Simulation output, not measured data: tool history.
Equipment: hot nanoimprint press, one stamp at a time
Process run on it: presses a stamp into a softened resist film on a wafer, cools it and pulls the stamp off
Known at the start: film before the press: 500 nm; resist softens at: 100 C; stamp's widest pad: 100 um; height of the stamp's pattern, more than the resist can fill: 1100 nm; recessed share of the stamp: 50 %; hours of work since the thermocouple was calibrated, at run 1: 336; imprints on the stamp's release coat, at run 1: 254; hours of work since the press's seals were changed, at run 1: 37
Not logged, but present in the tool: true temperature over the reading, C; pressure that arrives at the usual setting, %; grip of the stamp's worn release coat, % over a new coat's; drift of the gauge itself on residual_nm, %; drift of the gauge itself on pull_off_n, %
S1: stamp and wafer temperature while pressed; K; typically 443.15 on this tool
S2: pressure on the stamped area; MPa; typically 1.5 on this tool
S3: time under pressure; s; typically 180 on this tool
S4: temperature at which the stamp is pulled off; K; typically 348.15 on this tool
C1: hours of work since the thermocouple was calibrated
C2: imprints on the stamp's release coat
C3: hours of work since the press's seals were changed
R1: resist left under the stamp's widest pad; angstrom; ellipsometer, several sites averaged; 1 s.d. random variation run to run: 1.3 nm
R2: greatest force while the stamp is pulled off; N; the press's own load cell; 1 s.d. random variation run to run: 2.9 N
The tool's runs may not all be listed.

| run | hour | S1 | S2 | S3 | S4 | C1 | C2 | C3 | R1 | R2 |
|---|---|---|---|---|---|---|---|---|---|---|
| 1 | 0 | 443.15 | 1.5 | 180 | 348.15 | 336 | 254 | 37 | 2965 | 134 |
| 2 | 48.7 | 443.15 | 1.5 | 180 | 348.15 | 375 | 522 | 75 | 2962 | 138 |
| 3 | 102 | 443.15 | 1.42 | 180 | 348.15 | 417 | 815 | 118 | 3037 | 137 |
| 4 | 139.5 | 443.15 | 1.42 | 180 | 348.15 | 447 | 1021 | 148 | 3049 | 136 |
| 5 | 190.2 | 443.15 | 1.99 | 180 | 348.15 | 487 | 1300 | 188 | 2567 | 136 |
|  | 231.9 | plate thermocouple calibrated |
| 6 | 248.8 | 443.15 | 1.5 | 180 | 348.15 | 13 | 1606 | 232 | 2962 | 144 |
|  | 272.2 | stamp cleaned and given a new release coat |
| 7 | 301.7 | 443.15 | 1.5 | 180 | 347.15 | 51 | 162 | 269 | 2944 | 135 |
| 8 | 336 | 446.15 | 1.5 | 180 | 347.15 | 78 | 351 | 297 | 2715 | 137 |
| 9 | 390.8 | 446.15 | 1.5 | 180 | 347.15 | 121 | 653 | 340 | 2700 | 142 |
| 10 | 427.8 | 439.15 | 1.5 | 200 | 348.15 | 151 | 856 | 369 | 3193 | 137 |
| 11 | 486 | 443.15 | 1.03 | 193 | 348.15 | 197 | 1177 | 416 | 3413 | 139 |
| 12 | 544.1 | 443.15 | 2.15 | 336 | 348.15 | 243 | 1496 | 462 | 1988 | 137 |
|  | 586.6 | stamp cleaned and given a new release coat |
| 13 | 593.4 | 443.15 | 2.15 | 336 | 348.15 | 278 | 37 | 496 | 2012 | 138 |
| 14 | 632.7 | 443.15 | 2.15 | 336 | 348.15 | 309 | 254 | 527 | 2006 | 137 |
| 15 | 681.7 | 443.15 | 2.15 | 336 | 348.15 | 348 | 523 | 566 | 1992 | 135 |

For each entry between runs, how does the tool's hidden state at the last listed run before it compare with that at the first listed run after it?
Logged between run 5 and run 6: plate thermocouple calibrated (hour 231.9)
  true temperature over the reading, C: -0.04 -> 0; pressure that arrives at the usual setting, %: 99.96 -> 99.94; grip of the stamp's worn release coat, % over a new coat's: 1.3 -> 1.6; drift of the gauge itself on residual_nm, %: -0.36 -> -0.46
  measured minus no-state result, R1: -6 -> -13 angstrom
Logged between run 6 and run 7: stamp cleaned and given a new release coat (hour 272.2)
  pressure that arrives at the usual setting, %: 99.94 -> 99.93; grip of the stamp's worn release coat, % over a new coat's: 1.6 -> 0.2; drift of the gauge itself on residual_nm, %: -0.46 -> -0.55
  measured minus no-state result, R1: -13 -> -15 angstrom
Logged between run 12 and run 13: stamp cleaned and given a new release coat (hour 586.6)
  pressure that arrives at the usual setting, %: 99.88 -> 99.87; grip of the stamp's worn release coat, % over a new coat's: 1.5 -> 0; drift of the gauge itself on residual_nm, %: -1 -> -1.08
  measured minus no-state result, R1: -17 -> -19 angstrom

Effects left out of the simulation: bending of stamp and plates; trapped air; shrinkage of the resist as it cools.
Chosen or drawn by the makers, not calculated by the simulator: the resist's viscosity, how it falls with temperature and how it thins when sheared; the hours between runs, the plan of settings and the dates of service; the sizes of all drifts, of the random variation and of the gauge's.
